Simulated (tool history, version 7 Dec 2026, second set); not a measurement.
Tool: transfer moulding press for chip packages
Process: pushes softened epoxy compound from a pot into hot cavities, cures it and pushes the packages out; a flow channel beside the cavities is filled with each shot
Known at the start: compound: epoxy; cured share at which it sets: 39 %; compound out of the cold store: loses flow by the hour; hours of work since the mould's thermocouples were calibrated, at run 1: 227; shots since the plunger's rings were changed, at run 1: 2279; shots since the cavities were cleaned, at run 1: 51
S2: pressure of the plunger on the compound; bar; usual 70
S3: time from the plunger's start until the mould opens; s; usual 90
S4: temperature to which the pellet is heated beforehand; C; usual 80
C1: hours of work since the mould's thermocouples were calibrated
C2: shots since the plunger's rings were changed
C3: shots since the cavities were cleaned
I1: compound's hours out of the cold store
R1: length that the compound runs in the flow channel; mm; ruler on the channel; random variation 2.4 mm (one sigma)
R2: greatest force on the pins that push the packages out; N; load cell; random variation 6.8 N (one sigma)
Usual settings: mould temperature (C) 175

{"run": 1, "hour": 0.0, "mould temperature (C)": 175, "S2": 70, "S3": 90, "S4": 80, "C1": 227, "C2": 2279, "C3": 51, "I1": 25.3, "R1": 606, "R2": 309}
{"run": 2, "hour": 22.7, "mould temperature (C)": 175, "S2": 70, "S3": 90, "S4": 80, "C1": 240, "C2": 2522, "C3": 294, "I1": 15.6, "R1": 616, "R2": 407}
{"hour": 38.5, "done": "cavities cleaned with cleaning compound and waxed"}
{"run": 3, "hour": 51.9, "mould temperature (C)": 175, "S2": 70, "S3": 90, "S4": 80, "C1": 255, "C2": 2819, "C3": 143, "I1": 37.8, "R1": 588, "R2": 337}
{"run": 4, "hour": 72.6, "mould temperature (C)": 175, "S2": 70, "S3": 90, "S4": 80, "C1": 267, "C2": 3041, "C3": 365, "I1": 11.5, "R1": 614, "R2": 435}
{"hour": 81.9, "done": "cavities cleaned with cleaning compound and waxed"}
{"run": 5, "hour": 99.8, "mould temperature (C)": 175, "S2": 70, "S3": 90, "S4": 80, "C1": 281, "C2": 3317, "C3": 192, "I1": 42.5, "R1": 577, "R2": 358}
{"hour": 123.4, "done": "cavities cleaned with cleaning compound and waxed"}
{"run": 6, "hour": 136.1, "mould temperature (C)": 175, "S2": 70, "S3": 90, "S4": 80, "C1": 301, "C2": 3691, "C3": 137, "I1": 46.3, "R1": 569, "R2": 349}
{"hour": 166.9, "done": "cavities cleaned with cleaning compound and waxed"}
{"run": 7, "hour": 186.1, "mould temperature (C)": 172, "S2": 70, "S3": 90, "S4": 80, "C1": 329, "C2": 4211, "C3": 206, "I1": 41, "R1": 579, "R2": 422}
{"hour": 208.6, "done": "cavities cleaned with cleaning compound and waxed"}
{"run": 8, "hour": 233.7, "mould temperature (C)": 175, "S2": 70, "S3": 90, "S4": 80, "C1": 355, "C2": 4705, "C3": 269, "I1": 11.1, "R1": 605, "R2": 406}
{"hour": 252.4, "done": "cavities cleaned with cleaning compound and waxed"}
{"run": 9, "hour": 276.1, "mould temperature (C)": 175, "S2": 70, "S3": 90, "S4": 76, "C1": 378, "C2": 5144, "C3": 254, "I1": 40.1, "R1": 568, "R2": 368}
{"hour": 295.3, "done": "cavities cleaned with cleaning compound and waxed"}
{"run": 10, "hour": 300.0, "mould temperature (C)": 175, "S2": 70, "S3": 90, "S4": 80, "C1": 391, "C2": 5385, "C3": 51, "I1": 38, "R1": 565, "R2": 297}
{"run": 11, "hour": 332.2, "mould temperature (C)": 175, "S2": 70, "S3": 90, "S4": 80, "C1": 409, "C2": 5730, "C3": 396, "I1": 41.7, "R1": 563, "R2": 427}
{"hour": 337.4, "done": "cavities cleaned with cleaning compound and waxed"}
{"run": 12, "hour": 360.6, "mould temperature (C)": 175, "S2": 70, "S3": 90, "S4": 80, "C1": 424, "C2": 6018, "C3": 249, "I1": 25.9, "R1": 578, "R2": 398}
{"hour": 379.9, "done": "cavities cleaned with cleaning compound and waxed"}
{"run": 13, "hour": 397.3, "mould temperature (C)": 175, "S2": 70, "S3": 90, "S4": 80, "C1": 444, "C2": 6396, "C3": 187, "I1": 47.4, "R1": 548, "R2": 361}
{"hour": 421.8, "done": "plunger's sealing rings changed"}
{"hour": 426.3, "done": "cavities cleaned with cleaning compound and waxed"}
{"run": 14, "hour": 438.5, "mould temperature (C)": 178, "S2": 70, "S3": 96, "S4": 80, "C1": 465, "C2": 163, "C3": 131, "I1": 20.9, "R1": 618, "R2": 277}
{"hour": 458.7, "done": "mould's thermocouples calibrated"}
{"hour": 472.1, "done": "cavities cleaned with cleaning compound and waxed"}
{"run": 15, "hour": 489.1, "mould temperature (C)": 175, "S2": 56.5, "S3": 90, "S4": 85, "C1": 16, "C2": 668, "C3": 182, "I1": 21.1, "R1": 557, "R2": 342}
{"hour": 513.3, "done": "cavities cleaned with cleaning compound and waxed"}
{"run": 16, "hour": 513.3, "mould temperature (C)": 182, "S2": 70, "S3": 90, "S4": 80, "C1": 29, "C2": 911, "C3": 0, "I1": 33.7, "R1": 583, "R2": 213}
{"run": 17, "hour": 549.1, "mould temperature (C)": 175, "S2": 75, "S3": 73, "S4": 87, "C1": 49, "C2": 1296, "C3": 385, "I1": 30.7, "R1": 622, "R2": 653}
{"hour": 554.4, "done": "cavities cleaned with cleaning compound and waxed"}
{"run": 18, "hour": 580.3, "mould temperature (C)": 177, "S2": 61.5, "S3": 111, "S4": 73, "C1": 66, "C2": 1615, "C3": 278, "I1": 38.6, "R1": 549, "R2": 285}
{"hour": 597.3, "done": "cavities cleaned with cleaning compound and waxed"}
{"run": 19, "hour": 629.2, "mould temperature (C)": 179, "S2": 66.3, "S3": 79, "S4": 84, "C1": 93, "C2": 2123, "C3": 342, "I1": 37.2, "R1": 561, "R2": 402}
{"hour": 639.1, "done": "cavities cleaned with cleaning compound and waxed"}
{"run": 20, "hour": 658.9, "mould temperature (C)": 175, "S2": 62.5, "S3": 92, "S4": 80, "C1": 109, "C2": 2426, "C3": 213, "I1": 23.9, "R1": 572, "R2": 360}
{"hour": 682.6, "done": "cavities cleaned with cleaning compound and waxed"}
{"run": 21, "hour": 696.8, "mould temperature (C)": 175, "S2": 70, "S3": 118, "S4": 80, "C1": 130, "C2": 2816, "C3": 152, "I1": 9.2, "R1": 622, "R2": 246}
{"run": 22, "hour": 717.4, "mould temperature (C)": 175, "S2": 70, "S3": 118, "S4": 80, "C1": 141, "C2": 3037, "C3": 373, "I1": 25, "R1": 597, "R2": 298}
{"hour": 725.8, "done": "cavities cleaned with cleaning compound and waxed"}
{"run": 23, "hour": 755.3, "mould temperature (C)": 175, "S2": 70, "S3": 118, "S4": 80, "C1": 162, "C2": 3428, "C3": 317, "I1": 33.5, "R1": 588, "R2": 280}
{"hour": 769.1, "done": "cavities cleaned with cleaning compound and waxed"}
{"run": 24, "hour": 790.8, "mould temperature (C)": 175, "S2": 70, "S3": 90, "S4": 82, "C1": 181, "C2": 3792, "C3": 232, "I1": 27.9, "R1": 590, "R2": 368}
{"hour": 810.6, "done": "cavities cleaned with cleaning compound and waxed"}
{"run": 25, "hour": 833.4, "mould temperature (C)": 175, "S2": 70, "S3": 90, "S4": 82, "C1": 204, "C2": 4232, "C3": 243, "I1": 13.4, "R1": 603, "R2": 386}
{"hour": 852.4, "done": "cavities cleaned with cleaning compound and waxed"}
{"run": 26, "hour": 856.2, "mould temperature (C)": 175, "S2": 70, "S3": 90, "S4": 82, "C1": 217, "C2": 4461, "C3": 40, "I1": 31.7, "R1": 575, "R2": 307}

3 ways to go on from here, each from the tool as it stands after run 26. What would each give?
{"run": "A", "hour": 888.2, "mould temperature (C)": 175, "S2": 70.4, "S3": 90, "S4": 82, "C1": 235, "C2": 4804, "C3": 383, "I1": 40.9, "R1": "?", "R2": "?"}
{"run": "B", "hour": 888.2, "mould temperature (C)": 170, "S2": 56.8, "S3": 90, "S4": 80, "C1": 235, "C2": 4804, "C3": 383, "I1": 18.4, "R1": "?", "R2": "?"}
{"run": "C", "hour": 888.2, "mould temperature (C)": 175, "S2": 80.4, "S3": 116, "S4": 82, "C1": 235, "C2": 4804, "C3": 383, "I1": 38.7, "R1": "?", "R2": "?"}

run=A R1=570 R2=434
run=B R1=545 R2=582
run=C R1=614 R2=319
Without the tool's hidden state the same runs would have given:
run=A R1=607 R2=279
run=B R1=581 R2=369
run=C R1=654 R2=206
